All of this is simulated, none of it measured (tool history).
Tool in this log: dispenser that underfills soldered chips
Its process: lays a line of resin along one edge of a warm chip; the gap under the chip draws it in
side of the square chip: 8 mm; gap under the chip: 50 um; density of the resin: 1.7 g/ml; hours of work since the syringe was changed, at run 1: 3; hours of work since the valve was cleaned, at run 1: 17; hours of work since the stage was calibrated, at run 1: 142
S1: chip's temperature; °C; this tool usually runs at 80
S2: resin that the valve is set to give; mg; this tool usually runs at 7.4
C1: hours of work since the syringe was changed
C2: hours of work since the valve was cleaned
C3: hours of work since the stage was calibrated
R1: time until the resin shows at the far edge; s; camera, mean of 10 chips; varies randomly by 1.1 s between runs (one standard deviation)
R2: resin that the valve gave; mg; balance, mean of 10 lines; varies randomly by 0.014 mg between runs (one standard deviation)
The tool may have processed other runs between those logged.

| run | day | S1 | S2 | C1 | C2 | C3 | R1 | R2 |
|---|---|---|---|---|---|---|---|---|
| 1 | 0 | 80 | 7.4 | 3 | 17 | 142 | 133.1 | 7.32 |
|  | 0.217 | new syringe of resin |
| 2 | 0.217 | 80 | 7.4 | 0 | 21 | 146 | 117.5 | 7.31 |
| 3 | 0.479 | 80 | 7.4 | 5 | 26 | 151 | 148.8 | 7.32 |
|  | 0.592 | new syringe of resin |
| 4 | 0.633 | 80 | 7.4 | 1 | 29 | 154 | 114.8 | 7.3 |
| 5 | 0.854 | 80 | 7.82 | 5 | 33 | 158 | 139.9 | 7.67 |
|  | 0.971 | new syringe of resin |
| 6 | 1.029 | 86 | 7.74 | 1 | 36 | 161 | 88.9 | 7.58 |
| 7 | 1.171 | 80 | 9.51 | 4 | 39 | 164 | 132.8 | 9.3 |
|  | 1.338 | new syringe of resin |
| 8 | 1.342 | 80 | 9.51 | 0 | 42 | 167 | 111 | 9.33 |
| 9 | 1.588 | 92 | 9.18 | 5 | 46 | 171 | 74.7 | 8.96 |
|  | 1.708 | new syringe of resin |
| 10 | 1.771 | 73 | 9.26 | 1 | 50 | 174 | 170.3 | 9.03 |

What if the next run were any one of these 4? Each begins from the tool's condition after run 10:
| A | 1.925 | 67 | 7.4 | 4 | 52 | 177 | ? | ? |
| B | 1.925 | 66 | 6.55 | 4 | 52 | 177 | ? | ? |
| C | 1.925 | 80 | 8.26 | 4 | 52 | 177 | ? | ? |
| D | 1.925 | 84 | 8.29 | 4 | 52 | 177 | ? | ? |

| run | R1 | R2 |
|---|---|---|
| A | 284.2 | 7.2 |
| B | 307.7 | 6.37 |
| C | 138.6 | 8.03 |
| D | 111.5 | 8.06 |
With the hidden condition removed and each run's random variation left untouched, the same runs would have given:
| run | R1 | R2 |
|---|---|---|
| A | 221.4 | 7.4 |
| B | 238.8 | 6.54 |
| C | 108.7 | 8.25 |
| D | 87.5 | 8.28 |
